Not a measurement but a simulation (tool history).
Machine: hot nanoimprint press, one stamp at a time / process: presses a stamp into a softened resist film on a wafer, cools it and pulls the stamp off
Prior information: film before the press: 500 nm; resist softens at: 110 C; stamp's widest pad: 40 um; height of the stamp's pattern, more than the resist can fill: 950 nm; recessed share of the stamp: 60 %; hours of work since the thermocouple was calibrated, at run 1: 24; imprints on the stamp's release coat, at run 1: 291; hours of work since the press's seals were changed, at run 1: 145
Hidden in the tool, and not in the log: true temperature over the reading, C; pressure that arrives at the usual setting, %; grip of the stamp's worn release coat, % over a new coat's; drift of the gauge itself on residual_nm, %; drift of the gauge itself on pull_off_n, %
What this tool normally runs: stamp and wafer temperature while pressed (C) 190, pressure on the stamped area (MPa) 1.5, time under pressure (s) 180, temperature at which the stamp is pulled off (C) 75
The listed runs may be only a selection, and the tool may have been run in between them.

run,day,stamp and wafer temperature while pressed (C),pressure on the stamped area (MPa),time under pressure (s),temperature at which the stamp is pulled off (C),hours of work since the thermocouple was calibrated,imprints on the stamp's release coat,hours of work since the press's seals were changed,resist left under the stamp's widest pad (Å),greatest force while the stamp is pulled off (N)
1,0,190,1.5,180,75,24,291,145,2519,184
2,0.192,190,1.5,180,75,28,315,148,2513,190
3,0.354,190,1.5,180,75,31,336,151,2513,188
4,0.575,190,1.5,180,75,35,364,155,2526,185
5,0.867,190,1.5,180,75,40,401,160,2514,188
6,1.133,190,1.5,180,75,45,436,165,2531,191
7,1.371,190,1.5,180,75,49,466,170,2520,195
8,1.658,190,1.5,303,75,55,503,175,2099,184
9,1.879,190,1.5,303,75,59,531,179,2089,189
10,2.129,190,1.5,303,75,63,563,183,2089,199
11,2.5,190,1.5,303,75,70,611,190,2087,197
12,2.733,190,1.5,180,75,74,641,194,2523,197
13,2.925,190,1.5,180,75,78,665,198,2534,202
14,3.104,190,1.5,180,75,81,688,201,2538,190
15,3.5,190,1.5,180,75,88,739,209,2536,203
16,3.692,190,1.5,180,75,92,763,212,2541,203
17,4.058,190,1.5,180,75,98,811,219,2547,204
18,4.429,191,1.75,97,63,105,858,225,2832,280
19,4.688,191,1.75,97,63,110,891,230,2837,274
20,4.862,191,1.75,97,63,113,913,233,2841,272
21,5.175,190,1.5,180,61,119,953,239,2561,289
22,5.425,190,1.5,238,63,123,985,244,2309,273
23,5.767,185,1.43,93,68,130,1029,250,3689,250
24,6.125,185,1.43,93,68,136,1075,256,3699,254
25,6.479,190,1.5,97,72,143,1121,263,3121,232
26,6.867,190,1.5,121,75,150,1170,270,2925,216
27,7.062,190,1.5,121,73,153,1195,274,2916,227

Run 28 has not been measured yet. What should we expect?
28,7.325,187,1.5,180,60,158,1229,278,?,?

{"run 28": {"resist left under the stamp's widest pad (Å)": 2881, "greatest force while the stamp is pulled off (N)": 308}}
With no hidden state in the tool, this same run would have given resist left under the stamp's widest pad (Å) 2753, greatest force while the stamp is pulled off (N) 250.
